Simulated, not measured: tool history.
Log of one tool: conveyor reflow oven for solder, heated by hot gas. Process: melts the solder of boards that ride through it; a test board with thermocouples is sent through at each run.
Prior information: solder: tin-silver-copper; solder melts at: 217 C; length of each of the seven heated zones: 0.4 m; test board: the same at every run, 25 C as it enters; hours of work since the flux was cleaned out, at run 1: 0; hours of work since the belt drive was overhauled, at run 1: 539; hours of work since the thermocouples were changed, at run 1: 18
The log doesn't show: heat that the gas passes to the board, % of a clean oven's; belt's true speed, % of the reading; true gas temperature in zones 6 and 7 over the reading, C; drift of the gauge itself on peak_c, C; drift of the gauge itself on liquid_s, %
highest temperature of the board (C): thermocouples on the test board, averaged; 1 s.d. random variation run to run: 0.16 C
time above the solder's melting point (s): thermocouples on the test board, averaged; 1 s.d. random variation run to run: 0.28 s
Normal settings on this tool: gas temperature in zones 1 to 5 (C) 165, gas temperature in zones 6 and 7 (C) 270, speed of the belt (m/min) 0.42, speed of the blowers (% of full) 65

run	hour	gas temperature in zones 1 to 5 (C)	gas temperature in zones 6 and 7 (C)	speed of the belt (m/min)	speed of the blowers (% of full)	hours of work since the flux was cleaned out	hours of work since the belt drive was overhauled	hours of work since the thermocouples were changed	highest temperature of the board (C)	time above the solder's melting point (s)
1	0	165	270	0.42	65	0	539	18	258.4	90.1
2	17.7	165	270	0.42	65	9	549	27	258.3	90.6
3	38.5	165	270	0.42	79	20	560	38	261.4	94
4	66.9	165	280	0.42	65	35	574	53	267.8	97.5
5	86	165	280	0.42	65	45	584	63	267.7	97.2
6	104.1	165	280	0.42	65	54	594	72	267.5	97.5
7	125.9	165	280	0.42	65	66	605	84	267.9	97.3
8	158.4	165	280	0.42	65	83	622	101	267.8	97
9	184.5	165	270	0.42	65	97	636	115	258.6	89.9
10	200.1	165	270	0.42	77	105	644	123	261.1	92.9
11	227.8	165	275	0.42	50	119	659	137	258.7	88.9
# hour 235: flux residue cleaned out of gas plates and filters
12	257.5	165	259	0.435	83	12	672	150	250.1	80.9
13	287.4	165	281	0.435	74	27	687	166	269.3	94.9
14	318.1	176	260	0.361	74	43	703	182	254.5	110.4
15	347.1	176	261	0.361	63	59	718	197	254	108.1
16	369.5	165	270	0.45	65	70	730	209	255.9	81.2
17	385	177	270	0.42	89	78	738	217	262.9	100
18	399.9	177	270	0.42	89	86	746	225	262.5	100.7
# hour 408.9: flux residue cleaned out of gas plates and filters, once more
19	421.9	175	270	0.42	70	7	755	234	260.8	97.9
20	448.1	165	272	0.42	51	20	769	247	256.7	87.3

3 ways to go on from here, each from the tool as it stands after run 20. What would each give?
A	478.9	165	281	0.42	51	37	785	263	?	?
B	478.9	155	282	0.42	65	37	785	263	?	?
C	478.9	161	265	0.42	65	37	785	263	?	?

run	highest temperature of the board (C)	time above the solder's melting point (s)
A	265	95.2
B	268.9	94.5
C	253.7	84.7
Without the tool's unlogged condition, the same runs would have read:
run	highest temperature of the board (C)	time above the solder's melting point (s)
A	264.7	94
B	268.7	93.4
C	253.6	83.7
